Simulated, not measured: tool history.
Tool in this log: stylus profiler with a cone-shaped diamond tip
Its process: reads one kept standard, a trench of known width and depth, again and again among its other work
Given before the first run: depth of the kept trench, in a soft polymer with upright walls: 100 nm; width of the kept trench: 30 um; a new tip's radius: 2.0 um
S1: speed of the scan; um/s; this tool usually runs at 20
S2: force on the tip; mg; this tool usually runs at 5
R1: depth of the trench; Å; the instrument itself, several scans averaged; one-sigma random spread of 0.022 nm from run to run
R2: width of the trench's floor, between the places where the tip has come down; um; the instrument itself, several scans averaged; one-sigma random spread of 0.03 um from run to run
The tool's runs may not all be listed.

run   hour  S1     S2      R1     R2
  1      0  20      5  1012.6  28.66
  2   30.9  20      5  1012.5  28.65
  3   44.9  20      5  1012.4  28.64
  4   75.9  20   7.73  1016.6  28.65
  5  107.6  20      5  1012.5  28.63
  6  125.2  20      5  1012.5  28.69
  7  142.2  20      5  1012.1  28.66
  8  158.2  20      5  1012.2  28.72
  9  186.6  20      5  1012.3  28.64
 10  204.3  20      5  1012.2  28.63
 11  218.2  20      5  1012.5  28.69
 12  231.3  10   10.5  1020.3  28.67
 13    244  17   5.31    1013   28.7
 14  257.3  64   5.31  1012.8  28.46
 15  287.5  30   5.31  1012.9  28.68
 16  313.6  33   2.34  1007.7   28.5
 17  338.6  60  14.21  1024.8  28.58
 18  367.5  17   2.41  1007.5  28.62
 19  382.6  47   7.26    1016  28.67
 20  409.4  11      5  1012.6  28.65

3 options for the next run, each taken on its own from the tool as it stands now. Forecast them:
  A  422.5  25  14.46   ?   ?
  B  422.5  21   8.74   ?   ?
  C  422.5  17  11.73   ?   ?

run      R1     R2
  A  1025.5  28.66
  B  1017.8  28.69
  C  1022.2  28.66
Without the tool's unlogged condition, the same runs would have read:
run      R1     R2
  A  1025.4  28.67
  B  1017.8  28.69
  C  1022.2  28.66
